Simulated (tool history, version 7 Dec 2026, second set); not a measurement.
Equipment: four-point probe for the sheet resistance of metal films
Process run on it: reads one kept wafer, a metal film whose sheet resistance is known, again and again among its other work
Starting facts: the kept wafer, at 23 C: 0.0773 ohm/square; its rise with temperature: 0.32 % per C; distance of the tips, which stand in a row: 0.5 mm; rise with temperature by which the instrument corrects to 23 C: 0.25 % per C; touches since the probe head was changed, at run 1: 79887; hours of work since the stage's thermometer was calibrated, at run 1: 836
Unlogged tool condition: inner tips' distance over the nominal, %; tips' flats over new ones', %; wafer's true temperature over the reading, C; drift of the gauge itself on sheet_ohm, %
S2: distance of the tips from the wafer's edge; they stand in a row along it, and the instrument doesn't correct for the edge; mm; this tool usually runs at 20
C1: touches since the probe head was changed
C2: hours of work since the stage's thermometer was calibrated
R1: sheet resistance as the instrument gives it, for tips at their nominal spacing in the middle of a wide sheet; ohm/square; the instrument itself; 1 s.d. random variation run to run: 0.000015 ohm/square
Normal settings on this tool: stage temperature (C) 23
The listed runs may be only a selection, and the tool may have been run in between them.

Run 1, hour 0.0: usual settings; C1 79887; C2 836. Result: R1 0.077723 ohm/square.
Run 2, hour 28.9: usual settings but stage temperature (C) 26; C1 81309; C2 853. Result: R1 0.077890 ohm/square.
Run 3, hour 82.8: usual settings but stage temperature (C) 26; C1 83963; C2 886. Result: R1 0.077912 ohm/square.
Run 4, hour 133.2: usual settings but stage temperature (C) 33; C1 86446; C2 916. Result: R1 0.078235 ohm/square.
Run 5, hour 169.3: usual settings but stage temperature (C) 25; C1 88222; C2 938. Result: R1 0.077881 ohm/square.
Run 6, hour 200.0: usual settings but stage temperature (C) 25; C1 89736; C2 957. Result: R1 0.077887 ohm/square.
Run 7, hour 228.2: usual settings but stage temperature (C) 25; C1 91127; C2 974. Result: R1 0.077898 ohm/square.
Run 8, hour 285.3: usual settings; C1 93934; C2 1008. Result: R1 0.077792 ohm/square.
Run 9, hour 344.8: usual settings; C1 96864; C2 1044. Result: R1 0.077834 ohm/square.
Run 10, hour 398.6: usual settings but S2 54 mm; C1 99516; C2 1077. Result: R1 0.077805 ohm/square.
Run 11, hour 450.8: usual settings but S2 54 mm; C1 102087; C2 1109. Result: R1 0.077825 ohm/square.
Run 12, hour 485.2: usual settings; C1 103778; C2 1129. Result: R1 0.077863 ohm/square.
Run 13, hour 517.1: usual settings; C1 105351; C2 1149. Result: R1 0.077853 ohm/square.
Run 14, hour 570.9: usual settings; C1 108001; C2 1181. Result: R1 0.077877 ohm/square.
Run 15, hour 625.3: usual settings; C1 110677; C2 1214. Result: R1 0.077893 ohm/square.
Run 16, hour 683.2: usual settings but stage temperature (C) 19; C1 113532; C2 1249. Result: R1 0.077692 ohm/square.
Run 17, hour 708.5: usual settings but stage temperature (C) 19, S2 3 mm; C1 114775; C2 1265. Result: R1 0.078818 ohm/square.
At hour 754.7: new probe head fitted.
Run 18, hour 767.9: usual settings but stage temperature (C) 19, S2 3 mm; C1 652; C2 1300. Result: R1 0.078296 ohm/square.
Run 19, hour 820.3: usual settings but stage temperature (C) 26; C1 3231; C2 1332. Result: R1 0.077550 ohm/square.
Run 20, hour 871.4: usual settings but stage temperature (C) 26; C1 5750; C2 1363. Result: R1 0.077591 ohm/square.
Run 21, hour 897.8: usual settings but stage temperature (C) 26, S2 60 mm; C1 7047; C2 1379. Result: R1 0.077526 ohm/square.
Run 22, hour 952.1: usual settings but stage temperature (C) 26, S2 60 mm; C1 9720; C2 1412. Result: R1 0.077559 ohm/square.
Run 23, hour 977.0: usual settings but stage temperature (C) 27, S2 8 mm; C1 10948; C2 1427. Result: R1 0.077772 ohm/square.
Run 24, hour 1024.1: usual settings but stage temperature (C) 21, S2 11 mm; C1 13268; C2 1455. Result: R1 0.077444 ohm/square.
At hour 1027.3: stage's thermometer calibrated.
Run 25, hour 1077.2: usual settings but stage temperature (C) 21, S2 11 mm; C1 15860; C2 30. Result: R1 0.077344 ohm/square.
Run 26, hour 1118.1: usual settings but stage temperature (C) 33, S2 49 mm; C1 17871; C2 55. Result: R1 0.077918 ohm/square.
Run 27, hour 1166.3: usual settings but stage temperature (C) 31, S2 55 mm; C1 20247; C2 84. Result: R1 0.077809 ohm/square.
Run 28, hour 1219.9: usual settings but S2 14 mm; C1 22884; C2 117. Result: R1 0.077463 ohm/square.
At hour 1231.9: stage's thermometer calibrated, once more.
Run 29, hour 1267.5: usual settings but stage temperature (C) 29, S2 14 mm; C1 25202; C2 22. Result: R1 0.077987 ohm/square.
Run 30, hour 1323.9: usual settings but stage temperature (C) 29, S2 14 mm; C1 27980; C2 56. Result: R1 0.078001 ohm/square.
Run 31, hour 1360.7: usual settings but S2 25 mm; C1 29793; C2 78. Result: R1 0.077675 ohm/square.
Run 32, hour 1395.7: usual settings but stage temperature (C) 25, S2 7 mm; C1 31516; C2 99. Result: R1 0.077986 ohm/square.
Run 33, hour 1443.1: usual settings but stage temperature (C) 25, S2 7 mm; C1 33851; C2 128. Result: R1 0.077978 ohm/square.
Run 34, hour 1501.9: usual settings but stage temperature (C) 22, S2 14 mm; C1 36748; C2 163. Result: R1 0.077690 ohm/square.
Run 35, hour 1526.0: usual settings but stage temperature (C) 22, S2 14 mm; C1 37932; C2 178. Result: R1 0.077735 ohm/square.
Run 36, hour 1557.1: usual settings but stage temperature (C) 19, S2 34 mm; C1 39467; C2 197. Result: R1 0.077522 ohm/square.
Run 37, hour 1602.0: usual settings but stage temperature (C) 19, S2 34 mm; C1 41675; C2 224. Result: R1 0.077520 ohm/square.
Run 38, hour 1647.3: usual settings but stage temperature (C) 19, S2 34 mm; C1 43906; C2 251. Result: R1 0.077514 ohm/square.
Run 39, hour 1677.9: usual settings but stage temperature (C) 31, S2 34 mm; C1 45413; C2 270. Result: R1 0.078118 ohm/square.
Run 40, hour 1727.9: usual settings but stage temperature (C) 20, S2 10 mm; C1 47875; C2 300. Result: R1 0.077703 ohm/square.
Run 41, hour 1769.1: usual settings but stage temperature (C) 24; C1 49906; C2 325. Result: R1 0.077846 ohm/square.
Run 42, hour 1805.4: usual settings but stage temperature (C) 26; C1 51692; C2 347. Result: R1 0.077927 ohm/square.
Run 43, hour 1846.1: usual settings but stage temperature (C) 35, S2 4 mm; C1 53698; C2 372. Result: R1 0.079031 ohm/square.
Run 44, hour 1870.8: usual settings but stage temperature (C) 35, S2 4 mm; C1 54915; C2 387. Result: R1 0.079028 ohm/square.

4 options for the next run, each taken on its own from the tool as it stands now. Forecast them:
Run A, hour 1928.1: usual settings but stage temperature (C) 20, S2 8 mm; C1 57735; C2 422. Result: R1 ?.
Run B, hour 1928.1: usual settings but stage temperature (C) 30, S2 7 mm; C1 57735; C2 422. Result: R1 ?.
Run C, hour 1928.1: usual settings but stage temperature (C) 22, S2 22 mm; C1 57735; C2 422. Result: R1 ?.
Run D, hour 1928.1: usual settings but stage temperature (C) 32, S2 4 mm; C1 57735; C2 422. Result: R1 ?.

run        R1
  A  0.077826
  B  0.078357
  C  0.077773
  D  0.078904
Without the tool's unlogged condition, the same runs would have read:
run        R1
  A  0.077315
  B  0.077842
  C  0.077262
  D  0.078385

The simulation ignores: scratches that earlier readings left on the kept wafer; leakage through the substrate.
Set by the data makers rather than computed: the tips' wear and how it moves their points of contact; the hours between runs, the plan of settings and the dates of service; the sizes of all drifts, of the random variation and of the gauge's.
